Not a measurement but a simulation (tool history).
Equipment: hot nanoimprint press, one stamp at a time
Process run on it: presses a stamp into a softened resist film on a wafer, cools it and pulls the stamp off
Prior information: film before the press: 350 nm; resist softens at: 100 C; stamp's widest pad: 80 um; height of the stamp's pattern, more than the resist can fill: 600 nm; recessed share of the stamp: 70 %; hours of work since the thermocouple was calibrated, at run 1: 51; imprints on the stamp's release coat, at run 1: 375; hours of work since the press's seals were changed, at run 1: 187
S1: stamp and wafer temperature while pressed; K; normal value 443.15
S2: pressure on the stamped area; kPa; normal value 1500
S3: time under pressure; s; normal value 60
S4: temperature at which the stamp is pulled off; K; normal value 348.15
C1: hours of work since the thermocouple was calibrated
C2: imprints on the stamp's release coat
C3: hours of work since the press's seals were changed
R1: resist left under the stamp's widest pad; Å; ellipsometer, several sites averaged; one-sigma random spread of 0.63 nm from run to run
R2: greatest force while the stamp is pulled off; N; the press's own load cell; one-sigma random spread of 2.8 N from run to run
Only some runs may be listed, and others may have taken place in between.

{"run": 1, "hour": 0.0, "S1": 443.15, "S2": 1500, "S3": 60, "S4": 348.15, "C1": 51, "C2": 375, "C3": 187, "R1": 1721, "R2": 131}
{"run": 2, "hour": 20.9, "S1": 443.15, "S2": 1800, "S3": 60, "S4": 348.15, "C1": 60, "C2": 413, "C3": 196, "R1": 1615, "R2": 126}
{"run": 3, "hour": 35.4, "S1": 443.15, "S2": 1800, "S3": 60, "S4": 348.15, "C1": 65, "C2": 439, "C3": 202, "R1": 1612, "R2": 129}
{"run": 4, "hour": 54.9, "S1": 443.15, "S2": 1800, "S3": 60, "S4": 348.15, "C1": 73, "C2": 475, "C3": 210, "R1": 1615, "R2": 131}
{"run": 5, "hour": 77.0, "S1": 443.15, "S2": 1800, "S3": 60, "S4": 348.15, "C1": 82, "C2": 515, "C3": 219, "R1": 1606, "R2": 130}
{"run": 6, "hour": 98.8, "S1": 443.15, "S2": 1500, "S3": 60, "S4": 348.15, "C1": 91, "C2": 555, "C3": 227, "R1": 1734, "R2": 131}
{"run": 7, "hour": 123.5, "S1": 443.15, "S2": 1500, "S3": 60, "S4": 348.15, "C1": 101, "C2": 600, "C3": 237, "R1": 1728, "R2": 127}
{"run": 8, "hour": 140.2, "S1": 443.15, "S2": 1500, "S3": 60, "S4": 348.15, "C1": 108, "C2": 630, "C3": 244, "R1": 1731, "R2": 128}
{"run": 9, "hour": 156.1, "S1": 443.15, "S2": 1500, "S3": 60, "S4": 348.15, "C1": 115, "C2": 659, "C3": 251, "R1": 1732, "R2": 129}
{"run": 10, "hour": 182.4, "S1": 443.15, "S2": 1500, "S3": 60, "S4": 348.15, "C1": 125, "C2": 707, "C3": 261, "R1": 1730, "R2": 132}
{"run": 11, "hour": 206.7, "S1": 449.15, "S2": 1500, "S3": 42, "S4": 348.15, "C1": 135, "C2": 751, "C3": 271, "R1": 1567, "R2": 129}
{"run": 12, "hour": 235.6, "S1": 449.15, "S2": 1500, "S3": 42, "S4": 348.15, "C1": 147, "C2": 804, "C3": 283, "R1": 1555, "R2": 128}
{"run": 13, "hour": 264.7, "S1": 441.15, "S2": 970, "S3": 42, "S4": 348.15, "C1": 159, "C2": 857, "C3": 295, "R1": 2409, "R2": 131}
{"run": 14, "hour": 290.5, "S1": 441.15, "S2": 970, "S3": 42, "S4": 348.15, "C1": 169, "C2": 904, "C3": 305, "R1": 2399, "R2": 128}
{"run": 15, "hour": 317.3, "S1": 441.15, "S2": 1450, "S3": 53, "S4": 339.15, "C1": 180, "C2": 952, "C3": 316, "R1": 1976, "R2": 146}
{"hour": 339.0, "done": "stamp cleaned and given a new release coat"}
{"run": 16, "hour": 353.7, "S1": 441.15, "S2": 1450, "S3": 53, "S4": 339.15, "C1": 193, "C2": 27, "C3": 329, "R1": 1979, "R2": 136}

Each row is a separate what-if for the run after 16, all from the same tool condition, not one after another. Results?
{"run": "A", "hour": 369.2, "S1": 443.15, "S2": 1500, "S3": 61, "S4": 351.15, "C1": 199, "C2": 55, "C3": 335, "R1": "?", "R2": "?"}
{"run": "B", "hour": 369.2, "S1": 437.15, "S2": 1500, "S3": 49, "S4": 348.15, "C1": 199, "C2": 55, "C3": 335, "R1": "?", "R2": "?"}
{"run": "C", "hour": 369.2, "S1": 445.15, "S2": 1690, "S3": 60, "S4": 336.15, "C1": 199, "C2": 55, "C3": 335, "R1": "?", "R2": "?"}
{"run": "D", "hour": 369.2, "S1": 443.15, "S2": 1500, "S3": 60, "S4": 343.15, "C1": 199, "C2": 55, "C3": 335, "R1": "?", "R2": "?"}
{"run": "E", "hour": 369.2, "S1": 441.15, "S2": 1450, "S3": 112, "S4": 343.15, "C1": 199, "C2": 55, "C3": 335, "R1": "?", "R2": "?"}

run=A R1=1716 R2=126
run=B R1=2296 R2=125
run=C R1=1523 R2=145
run=D R1=1729 R2=132
run=E R1=1495 R2=136
Stripped of hidden state, with their random variation kept, the same runs would have yielded:
run=A R1=1719 R2=126
run=B R1=2298 R2=125
run=C R1=1525 R2=145
run=D R1=1731 R2=132
run=E R1=1497 R2=136
